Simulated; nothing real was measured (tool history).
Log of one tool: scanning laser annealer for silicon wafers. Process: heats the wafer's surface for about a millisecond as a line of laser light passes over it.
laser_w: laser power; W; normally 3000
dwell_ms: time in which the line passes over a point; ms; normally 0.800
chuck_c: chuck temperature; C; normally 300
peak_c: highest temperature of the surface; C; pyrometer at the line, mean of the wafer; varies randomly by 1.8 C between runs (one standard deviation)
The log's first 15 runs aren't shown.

run,hour,laser_w,dwell_ms,chuck_c,peak_c
16,288.8,3000,0.800,332,1084
# hour 294.8: optics aligned, line set to its width
17,306.3,3000,0.800,332,1084
18,328.0,3000,0.800,332,1080
19,339.3,3000,0.800,332,1079
20,356.8,3000,0.857,300,1073
21,376.0,2644,0.860,292,967
22,400.5,2860,0.786,315,1014
23,423.2,2860,0.786,315,1015
24,436.2,2860,0.786,315,1012
# hour 457.5: optics aligned, line set to its width, once more
25,460.1,2753,0.880,308,1020
26,480.5,3231,0.880,328,1162
27,499.4,3231,0.880,328,1161
28,525.4,2734,0.666,278,896
29,539.0,2734,0.666,278,895
30,554.4,2837,0.914,332,1072
31,569.4,2837,0.584,301,898
32,592.0,2837,0.584,301,901
33,609.3,2935,0.800,300,1019
34,619.9,3254,0.935,320,1171
35,636.2,3000,0.800,277,1008
36,661.7,3000,0.960,300,1092
37,674.6,3000,0.800,317,1046
# hour 678.5: window over the wafer cleaned
38,692.8,3000,0.800,317,1086
39,718.5,3000,0.800,317,1084
40,735.4,3039,0.693,297,1024

Predict each of these 4 candidate next runs independently; none follows another, all start after run 40:
A,755.0,3244,0.950,288,?
B,755.0,2682,0.693,275,?
C,755.0,2614,0.992,334,?
D,755.0,3000,0.789,331,?

run,peak_c
A,1187
B,914
C,1073
D,1088
Without the tool's unlogged condition, the same runs would have read:
run,peak_c
A,1206
B,928
C,1088
D,1105
